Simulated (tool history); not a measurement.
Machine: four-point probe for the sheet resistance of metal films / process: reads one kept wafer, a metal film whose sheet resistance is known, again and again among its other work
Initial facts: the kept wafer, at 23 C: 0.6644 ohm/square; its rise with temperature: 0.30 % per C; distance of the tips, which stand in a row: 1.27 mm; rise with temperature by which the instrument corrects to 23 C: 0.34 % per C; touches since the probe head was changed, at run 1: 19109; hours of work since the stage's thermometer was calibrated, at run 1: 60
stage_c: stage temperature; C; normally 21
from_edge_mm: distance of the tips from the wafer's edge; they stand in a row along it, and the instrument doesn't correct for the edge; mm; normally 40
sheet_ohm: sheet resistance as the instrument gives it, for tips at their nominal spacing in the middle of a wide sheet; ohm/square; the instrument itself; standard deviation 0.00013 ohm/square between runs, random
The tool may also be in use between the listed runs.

run,day,stage_c,from_edge_mm,touches since the probe head was changed,hours of work since the stage's thermometer was calibrated,sheet_ohm
1,0,21,40,19109,60,0.660336
2,0.504,21,40,19543,68,0.660512
3,1.175,21,40,20119,78,0.660477
4,1.604,21,40,20490,84,0.660742
5,2.012,22,40,20843,91,0.660576
6,2.633,22,3,21377,100,0.71785
7,3.138,22,3,21810,107,0.717908
8,3.517,18,40,22138,113,0.661548
9,3.829,18,40,22407,118,0.661367
10,4.312,18,40,22823,125,0.661443
11,4.733,18,40,23184,131,0.661221
12,5.221,21,40,23603,139,0.660789
13,5.838,21,40,24136,148,0.660816
14,6.521,21,26,24724,158,0.661273
15,7.196,21,40,25306,169,0.660611
16,7.654,21,40,25700,175,0.660818
17,8.033,21,40,26028,181,0.660795
18,8.642,21,28,26552,190,0.661354
19,9.054,19,28,26905,196,0.661858
20,9.675,27,40,27441,206,0.659496
21,10.188,27,40,27883,214,0.659479
22,10.646,27,40,28278,220,0.659698
23,11.262,29,23,28806,230,0.65988
24,11.612,28,10,29110,235,0.664667
25,12.208,28,10,29622,244,0.664562
26,12.821,21,38,30148,253,0.660962
27,13.488,30,21,30723,263,0.659922
28,14.162,32,72,31303,273,0.657895
29,14.583,21,33,31667,280,0.660987
30,15.296,23,3,32280,290,0.717758
31,15.854,28,7,32761,299,0.670714
32,16.292,28,7,33140,305,0.67059
33,16.896,30,40,33658,314,0.659032
34,17.262,25,3,33976,320,0.717359
35,17.942,25,3,34559,330,0.717236
36,18.292,25,16,34860,335,0.66199
37,19.025,25,16,35494,347,0.661949
38,19.45,25,16,35857,353,0.662159
39,20.121,31,34,36437,363,0.659146
40,20.792,22,34,37013,373,0.661128
41,21.333,31,21,37479,381,0.660049
42,22.067,31,21,38113,392,0.659842
43,22.488,34,13,38475,399,0.661408
44,23.046,23,38,38956,407,0.660854

Some steps in sheet_ohm, run to run, broken into two amounts with sign: the step expected even without the hidden condition (settings, incoming material, random variation), and the rest, left for the hidden condition together with whatever gauge scatter is not in both the measured and the hidden-condition-free result:
The hidden state here: inner tips' distance over the nominal, %; tips' flats over new ones', %; wafer's true temperature over the reading, C; drift of the gauge itself on sheet_ohm, %.
Run 5 -> 6: from_edge_mm 40 -> 3. sheet_ohm +0.057274 ohm/square: hidden state -0.000341, all else +0.057615.
Run 7 -> 8: stage_c 22 -> 18, from_edge_mm 3 -> 40. sheet_ohm -0.05636 ohm/square: hidden state +0.000362, all else -0.056722.
Run 29 -> 30: stage_c 21 -> 23, from_edge_mm 33 -> 3. sheet_ohm +0.056771 ohm/square: hidden state -0.00031, all else +0.057081.
Run 33 -> 34: stage_c 30 -> 25, from_edge_mm 40 -> 3. sheet_ohm +0.058327 ohm/square: hidden state -0.000321, all else +0.058648.
Run 35 -> 36: from_edge_mm 3 -> 16. sheet_ohm -0.055246 ohm/square: hidden state +0.000323, all else -0.055569.
